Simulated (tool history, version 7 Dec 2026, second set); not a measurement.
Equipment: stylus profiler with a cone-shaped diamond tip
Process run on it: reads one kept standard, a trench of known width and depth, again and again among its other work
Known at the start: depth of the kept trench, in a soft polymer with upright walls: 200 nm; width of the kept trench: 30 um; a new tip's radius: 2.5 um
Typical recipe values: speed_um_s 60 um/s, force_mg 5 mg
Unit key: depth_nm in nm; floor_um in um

run,hour,speed_um_s,force_mg,depth_nm,floor_um
1,0,60,5,205.31,27.78
2,12.6,37,5,205.3,27.82
3,28.2,60,5,205.28,27.9
4,42.8,60,5,205.24,27.8
5,49.8,60,2.02,202.85,27.75
6,65.2,60,2.02,202.85,27.77
7,76.2,119,5,205.29,27.68
8,84.5,60,5,205.28,27.84
9,92.3,60,3.66,204.27,27.75
10,99.1,60,1.87,202.68,27.76
11,113.4,17,1.98,202.78,27.88
12,126.9,15,1.84,202.65,27.9
# hour 128.1: height scale calibrated on a step standard
13,134.3,28,3.25,203.87,27.85
14,149.9,43,12.39,209.67,27.89
# hour 154.8: height scale calibrated on a step standard, once more
15,159.8,42,9.78,208.27,27.85
16,167.4,42,9.78,208.27,27.86
17,178.6,26,3.93,204.45,27.86
18,193.8,101,5.42,205.55,27.72
19,201.3,171,14.62,210.87,27.68

Here are 4 independent what-if runs from the current tool condition. What would each one return?
A,215.8,148,7.16,?,?
B,215.8,38,14.62,?,?
C,215.8,68,2.08,?,?
D,215.8,42,2.62,?,?

run,depth_nm,floor_um
A,206.72,27.64
B,210.85,27.85
C,202.88,27.7
D,203.36,27.8
Take away the tool's hidden state, keep each run's random variation, and the runs would have read:
run,depth_nm,floor_um
A,206.82,27.81
B,210.95,28.02
C,202.97,27.87
D,203.46,27.97

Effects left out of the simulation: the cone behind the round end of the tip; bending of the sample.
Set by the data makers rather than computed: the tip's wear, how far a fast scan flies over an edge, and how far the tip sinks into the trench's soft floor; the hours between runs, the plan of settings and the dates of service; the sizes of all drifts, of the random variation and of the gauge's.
